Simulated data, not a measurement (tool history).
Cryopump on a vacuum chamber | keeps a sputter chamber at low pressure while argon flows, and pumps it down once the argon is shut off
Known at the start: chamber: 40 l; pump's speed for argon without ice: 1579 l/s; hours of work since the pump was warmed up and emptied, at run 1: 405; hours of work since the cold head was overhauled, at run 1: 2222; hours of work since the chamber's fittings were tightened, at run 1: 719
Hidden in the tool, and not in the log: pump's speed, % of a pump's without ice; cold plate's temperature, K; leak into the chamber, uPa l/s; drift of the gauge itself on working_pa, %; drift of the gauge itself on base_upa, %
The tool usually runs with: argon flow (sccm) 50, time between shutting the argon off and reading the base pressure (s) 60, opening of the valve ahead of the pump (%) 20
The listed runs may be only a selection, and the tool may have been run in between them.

run,hour,argon flow (sccm),time between shutting the argon off and reading the base pressure (s),opening of the valve ahead of the pump (%),hours of work since the pump was warmed up and emptied,hours of work since the cold head was overhauled,hours of work since the chamber's fittings were tightened,pressure while argon flows (Pa),pressure after the wait (uPa)
1,0,50,60,20,405,2222,719,0.2756,1.07
2,75.9,50,213,20,471,2287,784,0.2777,0.69
3,126,50,213,20,514,2331,828,0.2781,0.75
4,163,50,213,20,546,2363,860,0.2776,0.76
# hour 191.1: pump warmed up, emptied and cooled again
5,233.4,50,213,20,37,2419,916,0.2696,0.69
6,281.6,32,60,20,78,2461,958,0.1733,1.16
7,321.8,32,60,20,113,2496,993,0.1754,1.08
8,370.2,32,60,20,155,2538,1035,0.1744,1.17
9,457.6,32,60,20,231,2613,1110,0.175,1.13
10,546.7,32,60,20,308,2690,1187,0.1755,1.21
11,602.9,32,60,20,356,2739,1236,0.1776,1.27
12,680.4,50,60,20,423,2806,1303,0.2787,1.23
13,733.7,50,60,20,469,2852,1349,0.2785,1.3
14,803.5,77,60,20,530,2913,1409,0.4303,1.32
# hour 850.5: pump warmed up, emptied and cooled again
15,892.9,77,60,20,37,2986,1482,0.4179,1.22
16,939.9,50,280,20,77,3026,1523,0.2706,0.86
17,1021.6,50,280,57,148,3097,1594,0.0993,0.93
18,1087.6,50,280,57,205,3154,1651,0.1006,0.94
19,1167.2,64,267,24,274,3223,1720,0.2944,1.03
20,1225.9,64,267,24,325,3274,1771,0.298,1.01
21,1288.4,21,91,32,379,3328,1825,0.0741,1.25
22,1365.6,21,91,32,446,3395,1891,0.0753,1.35
23,1439.8,21,91,24,510,3459,1956,0.0994,1.34
# hour 1508.8: pump warmed up, emptied and cooled again
24,1509.3,61,60,22,0,3515,2011,0.3001,1.48
25,1546.4,94,60,36,32,3547,2044,0.2859,1.5
26,1629.1,83,30,20,104,3618,2115,0.4527,2.06
27,1688.5,48,146,19,155,3670,2166,0.2744,1.21
28,1768.3,48,146,19,225,3739,2236,0.2758,1.29
29,1852.6,20,22,19,297,3812,2309,0.1154,2.55
30,1905.8,66,60,20,343,3858,2355,0.3685,1.63
31,1991.3,71,60,20,417,3932,2429,0.3961,1.71
32,2046.6,71,60,20,465,3979,2476,0.3969,1.71
33,2082.6,71,60,20,496,4011,2507,0.3956,1.72
34,2139.6,50,90,20,546,4060,2557,0.281,1.61
# hour 2165.5: pump warmed up, emptied and cooled again
# hour 2174.8: leaking fittings of the chamber tightened, without venting
35,2217.6,87,281,20,43,4121,37,0.4741,0.33

Across each entry between runs, compare the hidden state at the last listed run before it with the hidden state at the first listed run after it:
From run 4 to run 5: pump warmed up, emptied and cooled again (hour 191.1)
  pump's speed, % of a pump's without ice: 87.2 -> 98.7; cold plate's temperature, K: 14.19 -> 14.24; leak into the chamber, uPa l/s: 760 -> 788
  measured minus no-state result, pressure while argon flows (Pa): +0.0107 -> +0.0032; pressure after the wait (uPa): +0.38 -> +0.33
From run 14 to run 15: pump warmed up, emptied and cooled again (hour 850.5)
  pump's speed, % of a pump's without ice: 86.6 -> 99.1; cold plate's temperature, K: 14.61 -> 14.66; leak into the chamber, uPa l/s: 1031 -> 1069
  measured minus no-state result, pressure while argon flows (Pa): +0.0181 -> +0.0055; pressure after the wait (uPa): +0.6 -> +0.52
From run 23 to run 24: pump warmed up, emptied and cooled again (hour 1508.8)
  pump's speed, % of a pump's without ice: 87.4 -> 99.9; cold plate's temperature, K: 15.03 -> 15.07; leak into the chamber, uPa l/s: 1302 -> 1329
  measured minus no-state result, pressure while argon flows (Pa): +0.0049 -> +0.0043; pressure after the wait (uPa): +0.78 -> +0.71
From run 34 to run 35: pump warmed up, emptied and cooled again (hour 2165.5); leaking fittings of the chamber tightened, without venting (hour 2174.8)
  pump's speed, % of a pump's without ice: 86.6 -> 98.8; cold plate's temperature, K: 15.48 -> 15.53; leak into the chamber, uPa l/s: 1594 -> 333
  measured minus no-state result, pressure while argon flows (Pa): +0.0129 -> +0.0083; pressure after the wait (uPa): +1.06 -> +0.04
